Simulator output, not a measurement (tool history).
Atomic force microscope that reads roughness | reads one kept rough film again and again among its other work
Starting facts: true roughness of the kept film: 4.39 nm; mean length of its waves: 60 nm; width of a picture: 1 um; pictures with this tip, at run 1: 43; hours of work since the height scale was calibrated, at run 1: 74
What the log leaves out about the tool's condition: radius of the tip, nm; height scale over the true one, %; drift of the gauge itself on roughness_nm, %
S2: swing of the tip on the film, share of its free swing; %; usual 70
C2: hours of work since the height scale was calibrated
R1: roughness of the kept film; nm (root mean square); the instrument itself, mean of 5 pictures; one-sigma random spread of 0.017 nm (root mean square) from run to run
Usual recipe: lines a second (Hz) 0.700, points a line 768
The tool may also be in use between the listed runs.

Run 1, hour 0.0: usual settings; pictures with this tip 43; C2 74. Result: R1 3.965 nm (root mean square).
Run 2, hour 8.0: usual settings but lines a second (Hz) 0.608; pictures with this tip 53; C2 78. Result: R1 3.916 nm (root mean square).
Run 3, hour 14.9: usual settings; pictures with this tip 61; C2 82. Result: R1 3.919 nm (root mean square).
Run 4, hour 22.2: usual settings; pictures with this tip 70; C2 86. Result: R1 3.912 nm (root mean square).
Run 5, hour 31.7: usual settings but S2 56 %; pictures with this tip 82; C2 91. Result: R1 3.908 nm (root mean square).
At hour 33.6: height scale calibrated on a step standard.
Run 6, hour 37.6: usual settings but S2 56 %; pictures with this tip 88; C2 2. Result: R1 3.927 nm (root mean square).
Run 7, hour 45.5: usual settings but S2 56 %; pictures with this tip 97; C2 6. Result: R1 3.896 nm (root mean square).
Run 8, hour 50.1: usual settings but S2 56 %; pictures with this tip 103; C2 9. Result: R1 3.868 nm (root mean square).
Run 9, hour 54.5: usual settings but lines a second (Hz) 2.404; pictures with this tip 108; C2 11. Result: R1 3.527 nm (root mean square).
At hour 58.4: height scale calibrated on a step standard, once more.
Run 10, hour 66.0: usual settings but lines a second (Hz) 1.706, points a line 933; pictures with this tip 121; C2 4. Result: R1 3.644 nm (root mean square).
Run 11, hour 71.0: usual settings but lines a second (Hz) 1.298, S2 59 %, points a line 442; pictures with this tip 127; C2 7. Result: R1 3.750 nm (root mean square).
Run 12, hour 79.5: usual settings but lines a second (Hz) 1.298, S2 59 %, points a line 442; pictures with this tip 138; C2 11. Result: R1 3.723 nm (root mean square).
Run 13, hour 84.4: usual settings but lines a second (Hz) 0.843, S2 59 %, points a line 903; pictures with this tip 144; C2 14. Result: R1 3.742 nm (root mean square).
Run 14, hour 90.5: usual settings but lines a second (Hz) 0.843, S2 59 %, points a line 903; pictures with this tip 151; C2 17. Result: R1 3.766 nm (root mean square).
Run 15, hour 98.7: usual settings but lines a second (Hz) 1.171, S2 65 %; pictures with this tip 161; C2 22. Result: R1 3.657 nm (root mean square).
Run 16, hour 106.6: usual settings but lines a second (Hz) 1.260, S2 67 %, points a line 520; pictures with this tip 171; C2 26. Result: R1 3.608 nm (root mean square).

3 options for the next run, each taken on its own from the tool as it stands now. Forecast them:
Run A, hour 113.5: usual settings but lines a second (Hz) 1.243, S2 57 %, points a line 793; pictures with this tip 179; C2 30. Result: R1 ?.
Run B, hour 113.5: usual settings but lines a second (Hz) 1.547, S2 76 %, points a line 845; pictures with this tip 179; C2 30. Result: R1 ?.
Run C, hour 113.5: usual settings but lines a second (Hz) 1.192, S2 67 %, points a line 301; pictures with this tip 179; C2 30. Result: R1 ?.

run     R1
  A  3.659
  B  3.426
  C  3.592
Take away the tool's hidden state, keep each run's random variation, and the runs would have read:
run     R1
  A  4.090
  B  3.831
  C  4.016
